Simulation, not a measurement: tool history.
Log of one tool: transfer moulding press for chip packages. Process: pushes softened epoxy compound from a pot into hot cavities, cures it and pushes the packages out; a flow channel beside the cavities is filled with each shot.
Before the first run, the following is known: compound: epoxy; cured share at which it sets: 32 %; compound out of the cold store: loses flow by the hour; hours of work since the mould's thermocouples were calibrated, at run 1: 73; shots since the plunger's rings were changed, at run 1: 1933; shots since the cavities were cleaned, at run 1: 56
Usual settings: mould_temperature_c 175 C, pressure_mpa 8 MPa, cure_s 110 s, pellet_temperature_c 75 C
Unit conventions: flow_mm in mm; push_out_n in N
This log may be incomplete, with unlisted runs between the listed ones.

| run | hour | mould_temperature_c | pressure_mpa | cure_s | pellet_temperature_c | hours of work since the mould's thermocouples were calibrated | shots since the plunger's rings were changed | shots since the cavities were cleaned | incoming compound's hours out of the cold store | flow_mm | push_out_n |
|---|---|---|---|---|---|---|---|---|---|---|---|
| 1 | 0 | 175 | 8 | 110 | 75 | 73 | 1933 | 56 | 29 | 889 | 668 |
|  | 40.4 | cavities cleaned with cleaning compound and waxed |
| 2 | 56.4 | 175 | 8 | 110 | 75 | 108 | 2482 | 161 | 21 | 934 | 1139 |
|  | 86.3 | cavities cleaned with cleaning compound and waxed |
| 3 | 119.6 | 175 | 7.08 | 110 | 75 | 147 | 3097 | 332 | 44.4 | 743 | 845 |
|  | 133.7 | cavities cleaned with cleaning compound and waxed |
|  | 138.6 | cavities cleaned with cleaning compound and waxed, once more |
| 4 | 170.3 | 175 | 8 | 110 | 75 | 177 | 3573 | 316 | 45.4 | 784 | 841 |
|  | 186.2 | cavities cleaned with cleaning compound and waxed |
| 5 | 206.5 | 175 | 8 | 110 | 75 | 199 | 3920 | 202 | 38.4 | 815 | 785 |
|  | 236.2 | cavities cleaned with cleaning compound and waxed |
| 6 | 267.3 | 175 | 8 | 110 | 75 | 237 | 4513 | 311 | 46.6 | 764 | 826 |
|  | 286.5 | cavities cleaned with cleaning compound and waxed |
| 7 | 322.2 | 175 | 8 | 110 | 75 | 271 | 5046 | 356 | 24 | 883 | 911 |
|  | 332.4 | cavities cleaned with cleaning compound and waxed |
|  | 349.8 | plunger's sealing rings changed |
| 8 | 355.3 | 175 | 8 | 110 | 75 | 289 | 55 | 204 | 13.6 | 1007 | 857 |
|  | 384 | cavities cleaned with cleaning compound and waxed |
| 9 | 409 | 175 | 8 | 100 | 75 | 322 | 576 | 250 | 14.8 | 988 | 1088 |
|  | 431.4 | cavities cleaned with cleaning compound and waxed |
| 10 | 450 | 175 | 6.94 | 110 | 75 | 347 | 970 | 185 | 41.4 | 773 | 747 |
|  | 480.8 | cavities cleaned with cleaning compound and waxed |
| 11 | 514.4 | 175 | 8 | 110 | 75 | 387 | 1599 | 335 | 16.5 | 976 | 944 |
|  | 528.3 | cavities cleaned with cleaning compound and waxed |
| 12 | 545.3 | 175 | 8 | 102 | 75 | 405 | 1893 | 171 | 16.4 | 965 | 907 |
|  | 577.7 | cavities cleaned with cleaning compound and waxed |
| 13 | 578.1 | 175 | 8.97 | 102 | 75 | 425 | 2205 | 4 | 18.4 | 1007 | 705 |
|  | 624.7 | cavities cleaned with cleaning compound and waxed |
| 14 | 629.9 | 175 | 8.97 | 102 | 75 | 457 | 2707 | 52 | 17.4 | 1006 | 799 |
|  | 670.7 | cavities cleaned with cleaning compound and waxed |
| 15 | 695.9 | 175 | 8 | 126 | 75 | 498 | 3352 | 252 | 37.3 | 824 | 713 |
|  | 718.3 | cavities cleaned with cleaning compound and waxed |
| 16 | 761.2 | 175 | 8 | 126 | 75 | 538 | 3989 | 429 | 43.2 | 783 | 728 |
|  | 768.8 | cavities cleaned with cleaning compound and waxed |
| 17 | 801.7 | 170 | 8 | 110 | 72 | 563 | 4379 | 329 | 33.9 | 844 | 1140 |
|  | 815.9 | cavities cleaned with cleaning compound and waxed |
|  | 821.2 | mould's thermocouples calibrated |
|  | 866.3 | cavities cleaned with cleaning compound and waxed |
| 18 | 874.8 | 170 | 8 | 110 | 72 | 33 | 5058 | 84 | 44.6 | 782 | 906 |
|  | 900.8 | plunger's sealing rings changed |
|  | 917.6 | cavities cleaned with cleaning compound and waxed |
| 19 | 936.7 | 175 | 6.92 | 110 | 83 | 70 | 343 | 190 | 43.6 | 755 | 791 |
|  | 968.2 | cavities cleaned with cleaning compound and waxed |
| 20 | 996.5 | 175 | 6.92 | 110 | 83 | 106 | 926 | 282 | 40.5 | 774 | 778 |
|  | 1017.2 | cavities cleaned with cleaning compound and waxed |
| 21 | 1047 | 175 | 6.92 | 110 | 83 | 137 | 1416 | 298 | 27 | 848 | 848 |
|  | 1064.6 | cavities cleaned with cleaning compound and waxed |
| 22 | 1097.9 | 182 | 9.66 | 111 | 73 | 169 | 1908 | 332 | 29.9 | 952 | 712 |
|  | 1113.8 | cavities cleaned with cleaning compound and waxed |
| 23 | 1153.4 | 175 | 9.89 | 122 | 75 | 203 | 2448 | 395 | 15.3 | 1079 | 780 |
|  | 1160.5 | cavities cleaned with cleaning compound and waxed |
| 24 | 1187.8 | 175 | 9.89 | 122 | 75 | 224 | 2777 | 273 | 43.6 | 886 | 731 |
|  | 1210.3 | cavities cleaned with cleaning compound and waxed |
| 25 | 1231.6 | 175 | 9.89 | 122 | 75 | 250 | 3199 | 212 | 18.6 | 1049 | 712 |

Branching from run 25: 5 alternative next runs. What would each branch give?
|  | 1257.2 | cavities cleaned with cleaning compound and waxed |
| A | 1280.7 | 175 | 9.89 | 122 | 78 | 281 | 3674 | 234 | 42.4 | ? | ? |
|  | 1257.2 | cavities cleaned with cleaning compound and waxed |
| B | 1280.7 | 183 | 9.89 | 118 | 84 | 281 | 3674 | 234 | 38.9 | ? | ? |
|  | 1257.2 | cavities cleaned with cleaning compound and waxed |
| C | 1280.7 | 175 | 8 | 124 | 75 | 281 | 3674 | 234 | 45.2 | ? | ? |
|  | 1257.2 | cavities cleaned with cleaning compound and waxed |
| D | 1280.7 | 175 | 9.63 | 97 | 68 | 281 | 3674 | 234 | 35.9 | ? | ? |
|  | 1257.2 | cavities cleaned with cleaning compound and waxed |
| E | 1280.7 | 178 | 7.76 | 110 | 75 | 281 | 3674 | 234 | 21.6 | ? | ? |

| run | flow_mm | push_out_n |
|---|---|---|
| A | 880 | 695 |
| B | 883 | 616 |
| C | 784 | 668 |
| D | 908 | 1041 |
| E | 891 | 717 |
Without the tool's unlogged condition, the same runs would have read:
| run | flow_mm | push_out_n |
|---|---|---|
| A | 919 | 505 |
| B | 921 | 440 |
| C | 819 | 484 |
| D | 948 | 772 |
| E | 930 | 523 |
